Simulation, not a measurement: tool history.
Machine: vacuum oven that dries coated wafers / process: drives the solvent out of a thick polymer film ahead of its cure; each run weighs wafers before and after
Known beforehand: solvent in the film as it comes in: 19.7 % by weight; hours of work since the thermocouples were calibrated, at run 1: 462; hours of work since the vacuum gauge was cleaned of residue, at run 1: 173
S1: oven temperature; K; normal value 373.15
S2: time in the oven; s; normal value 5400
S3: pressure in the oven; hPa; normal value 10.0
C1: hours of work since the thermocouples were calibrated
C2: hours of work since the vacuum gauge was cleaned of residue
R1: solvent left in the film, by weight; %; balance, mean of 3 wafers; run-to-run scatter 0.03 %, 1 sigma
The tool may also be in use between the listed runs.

run     day      S1    S2    S3   C1   C2    R1
  1   0.000  373.15  5400  10.0  462  173  1.39
  2   0.725  373.15  5400  10.0  471  183  1.33
  3   1.104  373.15  5400  10.0  476  187  1.41
  4   1.462  373.15  5400  10.0  481  192  1.42
  5   2.175  373.15  5400   6.8  490  201  1.25
  6   2.504  373.15  5400  10.0  494  205  1.36
  7   3.029  373.15  5400  10.0  501  212  1.41
  8   3.338  373.15  5400  10.0  505  216  1.33
  9   3.746  373.15  5400  10.0  510  221  1.37
 10   4.258  373.15  5400  10.0  516  227  1.36
 11   4.908  373.15  8940  10.0  524  236  0.46
 12   5.317  366.15  8940  10.0  530  241  1.35
 13   5.842  366.15  3000  10.0  536  247  6.42
 14   6.417  367.15  3000  25.2  544  255  6.40
 15   7.004  374.15  6540   9.2  551  262  0.73
 16   7.312  374.15  6540   9.2  555  266  0.77
 17   7.979  381.15  3000   6.2  563  274  1.43
 18   8.629  371.15  5700  10.0  572  283  1.65
 19   9.021  371.15  3300  20.7  577  288  4.31
 20   9.746  360.15  5400  10.0  586  297  5.44
 21  10.412  384.15  4320   6.9  594  305  0.38

Run 22, settings as shown, results not yet in. Your forecast:
 22  11.021  384.15  4320  6.9  602  313   ?

For run 22 the tool returned R1 0.33 %.
With the hidden condition absent and the run-to-run variation left alone, this run would have shown R1 0.40 %.

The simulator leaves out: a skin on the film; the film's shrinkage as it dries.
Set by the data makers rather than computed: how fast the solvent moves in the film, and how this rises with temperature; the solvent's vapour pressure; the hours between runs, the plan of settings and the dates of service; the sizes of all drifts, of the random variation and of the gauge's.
